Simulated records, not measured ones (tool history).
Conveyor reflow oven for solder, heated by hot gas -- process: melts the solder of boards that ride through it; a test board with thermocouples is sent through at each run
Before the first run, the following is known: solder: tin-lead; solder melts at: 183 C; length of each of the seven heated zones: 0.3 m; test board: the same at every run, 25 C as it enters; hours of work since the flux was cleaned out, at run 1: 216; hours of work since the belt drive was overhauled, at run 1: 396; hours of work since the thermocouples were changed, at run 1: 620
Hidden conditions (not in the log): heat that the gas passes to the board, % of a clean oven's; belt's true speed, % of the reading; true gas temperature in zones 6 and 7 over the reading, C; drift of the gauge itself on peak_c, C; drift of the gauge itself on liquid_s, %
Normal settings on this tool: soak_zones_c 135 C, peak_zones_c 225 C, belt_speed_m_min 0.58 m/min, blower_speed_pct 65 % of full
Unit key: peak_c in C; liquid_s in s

| run | day | soak_zones_c | peak_zones_c | belt_speed_m_min | blower_speed_pct | hours of work since the flux was cleaned out | hours of work since the belt drive was overhauled | hours of work since the thermocouples were changed | peak_c | liquid_s |
|---|---|---|---|---|---|---|---|---|---|---|
| 1 | 0 | 135 | 225 | 0.58 | 65 | 216 | 396 | 620 | 206.06 | 36.89 |
| 2 | 1.612 | 135 | 225 | 0.58 | 65 | 235 | 415 | 639 | 206.06 | 36.75 |
| 3 | 2.8 | 135 | 225 | 0.58 | 65 | 248 | 429 | 652 | 206.03 | 36.8 |
| 4 | 4.312 | 135 | 225 | 0.58 | 65 | 266 | 446 | 670 | 206 | 36.57 |
| 5 | 5.767 | 135 | 225 | 0.58 | 65 | 283 | 463 | 687 | 205.96 | 36.6 |
| 6 | 7.196 | 128 | 225 | 0.58 | 65 | 300 | 480 | 704 | 204.37 | 33.3 |
| 7 | 8.275 | 128 | 225 | 0.58 | 65 | 312 | 492 | 716 | 204.39 | 33.38 |
| 8 | 9.188 | 128 | 225 | 0.58 | 65 | 323 | 503 | 727 | 204.41 | 33.24 |
| 9 | 10.212 | 128 | 225 | 0.58 | 65 | 335 | 515 | 739 | 204.26 | 33.21 |
| 10 | 11.288 | 135 | 225 | 0.58 | 62 | 347 | 527 | 751 | 205.24 | 35.81 |
| 11 | 12.15 | 135 | 225 | 0.58 | 62 | 357 | 537 | 761 | 205.15 | 35.75 |
|  | 12.812 | flux residue cleaned out of gas plates and filters |
| 12 | 13.667 | 135 | 224 | 0.467 | 65 | 10 | 553 | 777 | 213.02 | 55.02 |
| 13 | 15.308 | 134 | 225 | 0.58 | 80 | 29 | 572 | 796 | 209.92 | 40.8 |
| 14 | 16.175 | 145 | 220 | 0.629 | 82 | 39 | 582 | 806 | 205.71 | 37.39 |
| 15 | 17.55 | 148 | 217 | 0.525 | 66 | 55 | 598 | 822 | 206.16 | 47.18 |
| 16 | 18.525 | 148 | 221 | 0.525 | 70 | 67 | 609 | 833 | 210.08 | 50.59 |
| 17 | 19.571 | 148 | 221 | 0.525 | 70 | 79 | 621 | 845 | 210.01 | 50.7 |
| 18 | 20.442 | 127 | 225 | 0.555 | 69 | 89 | 632 | 855 | 208.05 | 38.97 |
| 19 | 21.238 | 135 | 224 | 0.466 | 52 | 98 | 641 | 865 | 210.3 | 52.19 |
| 20 | 22.321 | 135 | 224 | 0.466 | 52 | 111 | 653 | 877 | 210.41 | 52.1 |

Forecast each of these 3 alternatives for the next run:
| A | 23.638 | 135 | 224 | 0.466 | 60 | 126 | 669 | 893 | ? | ? |
| B | 23.638 | 129 | 225 | 0.58 | 65 | 126 | 669 | 893 | ? | ? |
| C | 23.638 | 135 | 220 | 0.58 | 65 | 126 | 669 | 893 | ? | ? |

| run | peak_c | liquid_s |
|---|---|---|
| A | 212.1 | 53.98 |
| B | 205.94 | 35.48 |
| C | 203.25 | 34.47 |
Without the tool's hidden state the same runs would have given:
| run | peak_c | liquid_s |
|---|---|---|
| A | 210.81 | 52.03 |
| B | 204.87 | 34 |
| C | 202.16 | 32.89 |
